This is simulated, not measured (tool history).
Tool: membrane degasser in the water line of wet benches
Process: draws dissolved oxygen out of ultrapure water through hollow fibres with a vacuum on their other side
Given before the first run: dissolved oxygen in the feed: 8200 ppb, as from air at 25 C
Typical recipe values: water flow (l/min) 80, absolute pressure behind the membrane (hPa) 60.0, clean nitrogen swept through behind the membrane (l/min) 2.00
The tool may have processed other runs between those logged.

run,hour,water flow (l/min),absolute pressure behind the membrane (hPa),clean nitrogen swept through behind the membrane (l/min),dissolved oxygen in the water behind the degasser (ppb),pressure that the water loses in the fibres (hPa)
1,0.0,80,60.0,2.00,320.8,433.5
2,36.8,80,60.0,2.00,319.0,435.1
3,69.8,84,60.0,2.00,335.6,454.7
4,106.9,84,60.0,2.00,338.1,457.9
5,137.5,84,60.0,2.00,339.6,454.5
6,170.1,80,49.5,2.00,237.4,437.7
7,203.4,80,49.5,2.00,240.7,437.8
8,241.4,80,49.5,2.00,241.7,435.7
9,266.4,80,49.5,2.00,240.2,437.8
10,310.5,80,90.7,2.00,551.9,438.1
11,330.7,80,90.7,2.00,546.0,436.7
12,355.4,80,90.7,2.00,540.3,435.6
13,399.8,80,90.7,2.00,556.6,437.3
14,423.8,80,60.0,2.00,319.8,434.8
15,447.0,80,60.0,2.00,320.8,433.1
16,493.0,80,60.0,2.00,328.5,434.3
17,516.0,80,53.7,2.96,226.7,438.0
18,536.4,71,69.7,2.42,315.6,385.1
19,576.5,77,55.0,3.04,220.4,416.7

The next listed run, before its measurement:
20,613.6,77,55.0,1.68,?,?

dissolved oxygen in the water behind the degasser (ppb): 295.6
pressure that the water loses in the fibres (hPa): 423.1
With the hidden condition absent and the run-to-run variation left alone, this run would have shown dissolved oxygen in the water behind the degasser (ppb) 287.9, pressure that the water loses in the fibres (hPa) 419.3.

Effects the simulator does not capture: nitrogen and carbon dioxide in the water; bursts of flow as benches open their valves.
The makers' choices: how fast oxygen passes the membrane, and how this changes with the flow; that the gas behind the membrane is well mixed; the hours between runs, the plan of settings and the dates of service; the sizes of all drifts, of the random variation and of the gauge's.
